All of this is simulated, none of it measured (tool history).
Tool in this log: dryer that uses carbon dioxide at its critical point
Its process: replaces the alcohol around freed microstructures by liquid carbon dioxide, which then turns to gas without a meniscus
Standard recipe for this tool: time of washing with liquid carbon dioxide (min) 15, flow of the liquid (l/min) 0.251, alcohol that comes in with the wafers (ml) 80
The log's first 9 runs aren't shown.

run,hour,time of washing with liquid carbon dioxide (min),flow of the liquid (l/min),alcohol that comes in with the wafers (ml),alcohol left in the vessel before it's heated (ppm by volume)
10,110.4,18,0.255,35,133
11,120.5,18,0.255,35,140
12,130.3,18,0.255,35,142
13,144.5,18,0.255,35,150
14,160.5,18,0.255,35,151
15,175,18,0.255,35,142
16,188.7,18,0.255,35,148
17,204,18,0.255,35,147
18,214.3,15,0.204,100,2962
19,230.3,15,0.204,100,3037
20,245.3,23,0.309,66,48
21,255.2,23,0.309,66,42
22,264.8,15,0.328,29,100
23,278,15,0.328,29,95
24,286.8,15,0.328,29,99
25,297.2,15,0.328,29,108
26,314.1,12,0.331,80,663
27,330.8,12,0.331,80,675
28,345.2,15,0.251,58,701
29,360.6,20,0.344,39,53
30,370.6,20,0.344,39,50
31,381.3,20,0.213,39,284
# hour 383.7: inlet filter changed
32,397.6,24,0.213,37,96
33,406.9,23,0.251,80,90
34,421.5,23,0.273,86,54

Branching from run 34: 5 alternative next runs. What would each branch give?
A,438,23,0.263,51,?
B,438,15,0.367,74,?
C,438,15,0.205,89,?
D,438,21,0.204,24,?
E,438,15,0.192,86,?

run,alcohol left in the vessel before it's heated (ppm by volume)
A,63
B,82
C,2102
D,128
E,2673
Stripped of hidden state, with their random variation kept, the same runs would have yielded:
run,alcohol left in the vessel before it's heated (ppm by volume)
A,22
B,38
C,2019
D,85
E,2583
